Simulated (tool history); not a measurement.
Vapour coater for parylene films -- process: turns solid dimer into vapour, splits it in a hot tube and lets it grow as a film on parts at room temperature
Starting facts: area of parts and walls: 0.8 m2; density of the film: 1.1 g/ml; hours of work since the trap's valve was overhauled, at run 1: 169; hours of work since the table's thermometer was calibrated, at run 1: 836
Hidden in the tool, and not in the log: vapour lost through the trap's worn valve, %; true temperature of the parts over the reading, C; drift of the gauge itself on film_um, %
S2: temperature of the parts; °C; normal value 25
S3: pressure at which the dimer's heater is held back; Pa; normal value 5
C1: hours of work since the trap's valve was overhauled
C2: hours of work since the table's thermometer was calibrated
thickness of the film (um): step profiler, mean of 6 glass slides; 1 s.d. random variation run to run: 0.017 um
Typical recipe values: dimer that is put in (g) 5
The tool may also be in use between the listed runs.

run 1 hour=0 | dimer_that_is_put_in_(g)=5 S2=25 S3=5 | C1=169 C2=836 | thickness_of_the_film_(um)=3.95
run 2 hour=40.3 | dimer_that_is_put_in_(g)=5 S2=25 S3=5 | C1=186 C2=853 | thickness_of_the_film_(um)=3.94
run 3 hour=109 | dimer_that_is_put_in_(g)=5 S2=25 S3=5 | C1=215 C2=883 | thickness_of_the_film_(um)=3.94
run 4 hour=167.6 | dimer_that_is_put_in_(g)=3 S2=25 S3=5 | C1=240 C2=908 | thickness_of_the_film_(um)=2.33
run 5 hour=206.5 | dimer_that_is_put_in_(g)=5 S2=21 S3=5 | C1=257 C2=924 | thickness_of_the_film_(um)=4.29
run 6 hour=275.4 | dimer_that_is_put_in_(g)=5 S2=21 S3=5 | C1=286 C2=954 | thickness_of_the_film_(um)=4.24
run 7 hour=327.1 | dimer_that_is_put_in_(g)=5 S2=22 S3=5 | C1=308 C2=976 | thickness_of_the_film_(um)=4.11
run 8 hour=367 | dimer_that_is_put_in_(g)=5 S2=24 S3=5 | C1=325 C2=993 | thickness_of_the_film_(um)=3.96
run 9 hour=399.4 | dimer_that_is_put_in_(g)=5 S2=24 S3=5.95 | C1=339 C2=1007 | thickness_of_the_film_(um)=3.88
run 10 hour=436.8 | dimer_that_is_put_in_(g)=5 S2=24 S3=5.95 | C1=355 C2=1023 | thickness_of_the_film_(um)=3.86
run 11 hour=468.6 | dimer_that_is_put_in_(g)=5 S2=24 S3=5.95 | C1=369 C2=1036 | thickness_of_the_film_(um)=3.82
run 12 hour=530 | dimer_that_is_put_in_(g)=5 S2=24 S3=5.95 | C1=395 C2=1063 | thickness_of_the_film_(um)=3.84
run 13 hour=593.7 | dimer_that_is_put_in_(g)=5 S2=24 S3=5.95 | C1=422 C2=1090 | thickness_of_the_film_(um)=3.82
run 14 hour=641.3 | dimer_that_is_put_in_(g)=3 S2=19 S3=5 | C1=443 C2=1110 | thickness_of_the_film_(um)=2.6
run 15 hour=691.8 | dimer_that_is_put_in_(g)=3 S2=17 S3=5.13 | C1=464 C2=1132 | thickness_of_the_film_(um)=2.71
run 16 hour=751 | dimer_that_is_put_in_(g)=8 S2=20 S3=5 | C1=490 C2=1157 | thickness_of_the_film_(um)=6.75
run 17 hour=810.1 | dimer_that_is_put_in_(g)=8 S2=20 S3=5 | C1=515 C2=1182 | thickness_of_the_film_(um)=6.72
-- hour=839.9 trap's valve overhauled
run 18 hour=863.3 | dimer_that_is_put_in_(g)=7 S2=25 S3=6.06 | C1=10 C2=1203 | thickness_of_the_film_(um)=5.5
run 19 hour=929.2 | dimer_that_is_put_in_(g)=7 S2=25 S3=10.44 | C1=38 C2=1232 | thickness_of_the_film_(um)=5.14
run 20 hour=976.2 | dimer_that_is_put_in_(g)=9 S2=17 S3=4.08 | C1=58 C2=1252 | thickness_of_the_film_(um)=8.79
run 21 hour=1004.9 | dimer_that_is_put_in_(g)=2 S2=17 S3=2.04 | C1=71 C2=1264 | thickness_of_the_film_(um)=2.1
run 22 hour=1043.7 | dimer_that_is_put_in_(g)=2 S2=17 S3=2.04 | C1=87 C2=1281 | thickness_of_the_film_(um)=2.1
run 23 hour=1111.3 | dimer_that_is_put_in_(g)=8 S2=25 S3=4.38 | C1=116 C2=1310 | thickness_of_the_film_(um)=6.45
run 24 hour=1141.2 | dimer_that_is_put_in_(g)=2 S2=27 S3=4.28 | C1=129 C2=1322 | thickness_of_the_film_(um)=1.54

Measured less the same run without the tool's hidden state. The same run-to-run variation is in both; the gauge's scatter may not be:
run=1 thickness_of_the_film_(um)=-0.15
run=2 thickness_of_the_film_(um)=-0.16
run=3 thickness_of_the_film_(um)=-0.18
run=4 thickness_of_the_film_(um)=-0.12
run=5 thickness_of_the_film_(um)=-0.23
run=6 thickness_of_the_film_(um)=-0.24
run=7 thickness_of_the_film_(um)=-0.25
run=8 thickness_of_the_film_(um)=-0.24
run=9 thickness_of_the_film_(um)=-0.25
run=10 thickness_of_the_film_(um)=-0.26
run=11 thickness_of_the_film_(um)=-0.27
run=12 thickness_of_the_film_(um)=-0.28
run=13 thickness_of_the_film_(um)=-0.3
run=14 thickness_of_the_film_(um)=-0.22
run=15 thickness_of_the_film_(um)=-0.23
run=16 thickness_of_the_film_(um)=-0.6
run=17 thickness_of_the_film_(um)=-0.63
run=18 thickness_of_the_film_(um)=-0.14
run=19 thickness_of_the_film_(um)=-0.15
run=20 thickness_of_the_film_(um)=-0.29
run=21 thickness_of_the_film_(um)=-0.07
run=22 thickness_of_the_film_(um)=-0.08
run=23 thickness_of_the_film_(um)=-0.26
run=24 thickness_of_the_film_(um)=-0.07
